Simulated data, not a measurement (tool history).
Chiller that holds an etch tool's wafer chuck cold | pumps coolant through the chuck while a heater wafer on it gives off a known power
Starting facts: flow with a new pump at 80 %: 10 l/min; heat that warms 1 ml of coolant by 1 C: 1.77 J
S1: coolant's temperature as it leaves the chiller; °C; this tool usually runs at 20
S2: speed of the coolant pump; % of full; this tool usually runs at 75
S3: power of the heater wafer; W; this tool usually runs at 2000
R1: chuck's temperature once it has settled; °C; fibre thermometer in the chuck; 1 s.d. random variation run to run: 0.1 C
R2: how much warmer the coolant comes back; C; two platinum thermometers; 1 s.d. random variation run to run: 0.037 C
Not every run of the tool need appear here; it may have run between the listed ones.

run	hour	S1	S2	S3	R1	R2
1	0.0	20	75	2000	42.1	7.54
2	84.7	29	75	2000	51.4	7.63
3	259.7	20	91	2000	39.8	6.29
4	360.1	20	75	2000	42.7	7.67
5	506.2	20	75	2000	42.7	7.63
6	632.4	20	75	2000	42.9	7.64
7	794.3	20	75	2000	43.0	7.71
8	905.1	20	75	2000	43.1	7.78
9	1014.2	20	75	2000	43.2	7.74
# hour 1025.6: chiller's thermometer calibrated
10	1177.7	20	75	2000	43.4	7.75
11	1369.3	20	75	2000	43.4	7.80
12	1543.2	20	92	2000	40.5	6.33
13	1714.4	20	92	2000	40.5	6.41
14	1849.9	20	92	2499	46.0	8.09
15	1934.6	17	85	2000	39.1	7.00
# hour 2043.1: coolant changed, channels flushed
# hour 2060.1: chiller's thermometer calibrated, once more
16	2100.7	12	69	2000	34.2	8.54
17	2219.6	11	98	2000	28.5	6.13
18	2367.2	11	98	2000	28.5	6.10
19	2535.6	12	70	2000	34.3	8.45

Here are 3 independent what-if runs from the current tool condition. What would each one return?
A	2661.9	26	66	2585	?	?
B	2661.9	20	75	1508	?	?
C	2661.9	13	74	2000	?	?

run	R1	R2
A	56.3	11.55
B	36.1	5.99
C	34.3	8.05
Had the tool no hidden state, the same runs would have come out as:
run	R1	R2
A	53.8	10.52
B	34.7	5.46
C	32.5	7.33

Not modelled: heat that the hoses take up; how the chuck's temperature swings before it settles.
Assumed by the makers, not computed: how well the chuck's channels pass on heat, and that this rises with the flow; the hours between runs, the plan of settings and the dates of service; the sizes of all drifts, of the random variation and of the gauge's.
